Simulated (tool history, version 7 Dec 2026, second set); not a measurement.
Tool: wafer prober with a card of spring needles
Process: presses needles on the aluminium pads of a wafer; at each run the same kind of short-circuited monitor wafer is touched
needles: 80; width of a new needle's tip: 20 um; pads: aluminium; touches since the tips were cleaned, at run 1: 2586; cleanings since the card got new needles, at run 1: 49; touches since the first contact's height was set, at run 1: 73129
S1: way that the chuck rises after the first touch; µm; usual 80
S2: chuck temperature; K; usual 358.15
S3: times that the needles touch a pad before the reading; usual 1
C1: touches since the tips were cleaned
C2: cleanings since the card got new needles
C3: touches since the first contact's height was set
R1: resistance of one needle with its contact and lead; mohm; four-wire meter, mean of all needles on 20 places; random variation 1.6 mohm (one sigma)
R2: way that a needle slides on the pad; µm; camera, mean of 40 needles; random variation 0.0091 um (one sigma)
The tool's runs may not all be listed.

| run | hour | S1 | S2 | S3 | C1 | C2 | C3 | R1 | R2 |
|---|---|---|---|---|---|---|---|---|---|
| 1 | 0 | 80 | 358.15 | 1 | 2586 | 49 | 73129 | 158 | 10.724 |
|  | 2.6 | tips cleaned on abrasive film |
|  | 8.9 | height of the first contact set anew |
|  | 9.7 | tips cleaned on abrasive film |
| 2 | 13.1 | 80 | 358.15 | 1 | 1979 | 51 | 2421 | 160 | 10.717 |
|  | 16.9 | tips cleaned on abrasive film |
|  | 23.9 | tips cleaned on abrasive film |
| 3 | 23.9 | 80 | 358.15 | 1 | 0 | 53 | 8628 | 155 | 10.706 |
|  | 30.7 | tips cleaned on abrasive film |
| 4 | 33.2 | 91 | 358.15 | 1 | 1484 | 54 | 14075 | 158 | 12.167 |
|  | 38.2 | tips cleaned on abrasive film |
|  | 45.6 | tips cleaned on abrasive film |
| 5 | 47 | 91 | 358.15 | 1 | 824 | 56 | 22008 | 157 | 12.167 |
|  | 52.3 | tips cleaned on abrasive film |
|  | 59.9 | tips cleaned on abrasive film |
| 6 | 59.9 | 80 | 358.15 | 1 | 0 | 58 | 29481 | 157 | 10.686 |
|  | 66.6 | tips cleaned on abrasive film |
| 7 | 69.3 | 80 | 358.15 | 1 | 1596 | 59 | 34946 | 159 | 10.689 |
|  | 73.7 | tips cleaned on abrasive film |
|  | 80.6 | tips cleaned on abrasive film |
| 8 | 84.2 | 80 | 358.15 | 1 | 2114 | 61 | 43603 | 156 | 10.68 |
|  | 87.6 | tips cleaned on abrasive film |
| 9 | 93.6 | 80 | 300.15 | 1 | 3559 | 62 | 49062 | 148 | 10.674 |
|  | 94.9 | tips cleaned on abrasive film |
|  | 102.4 | tips cleaned on abrasive film |
| 10 | 106.9 | 68 | 349.15 | 2 | 2651 | 64 | 56720 | 157 | 9.068 |
|  | 109.3 | tips cleaned on abrasive film |
|  | 116.7 | tips cleaned on abrasive film |
| 11 | 116.7 | 80 | 308.15 | 3 | 0 | 66 | 62334 | 147 | 10.648 |
|  | 123.4 | tips cleaned on abrasive film |
| 12 | 129.9 | 80 | 308.15 | 3 | 3799 | 67 | 70061 | 149 | 10.632 |
|  | 131.1 | tips cleaned on abrasive film |
|  | 138.7 | tips cleaned on abrasive film |
| 13 | 138.7 | 80 | 365.15 | 1 | 0 | 69 | 75128 | 159 | 10.641 |
|  | 143.5 | height of the first contact set anew |
|  | 145.7 | tips cleaned on abrasive film |
| 14 | 146.7 | 84 | 358.15 | 1 | 571 | 70 | 1858 | 156 | 11.178 |
|  | 152.7 | tips cleaned on abrasive film |
| 15 | 155.7 | 95 | 363.15 | 2 | 1759 | 71 | 7086 | 156 | 12.629 |

4 ways to go on from here, each from the tool as it stands after run 15. What would each give?
|  | 159.5 | tips cleaned on abrasive film |
|  | 167.2 | tips cleaned on abrasive film |
| A | 169.1 | 80 | 301.15 | 1 | 1123 | 73 | 14826 | ? | ? |
|  | 159.5 | tips cleaned on abrasive film |
|  | 167.2 | tips cleaned on abrasive film |
| B | 169.1 | 95 | 352.15 | 1 | 1123 | 73 | 14826 | ? | ? |
|  | 159.5 | tips cleaned on abrasive film |
|  | 167.2 | tips cleaned on abrasive film |
| C | 169.1 | 95 | 379.15 | 2 | 1123 | 73 | 14826 | ? | ? |
|  | 159.5 | tips cleaned on abrasive film |
|  | 167.2 | tips cleaned on abrasive film |
| D | 169.1 | 62 | 393.15 | 1 | 1123 | 73 | 14826 | ? | ? |

| run | R1 | R2 |
|---|---|---|
| A | 147 | 10.62 |
| B | 156 | 12.629 |
| C | 156 | 12.638 |
| D | 165 | 8.224 |
Without the tool's hidden state the same runs would have given:
| run | R1 | R2 |
|---|---|---|
| A | 146 | 10.704 |
| B | 156 | 12.729 |
| C | 156 | 12.737 |
| D | 164 | 8.289 |
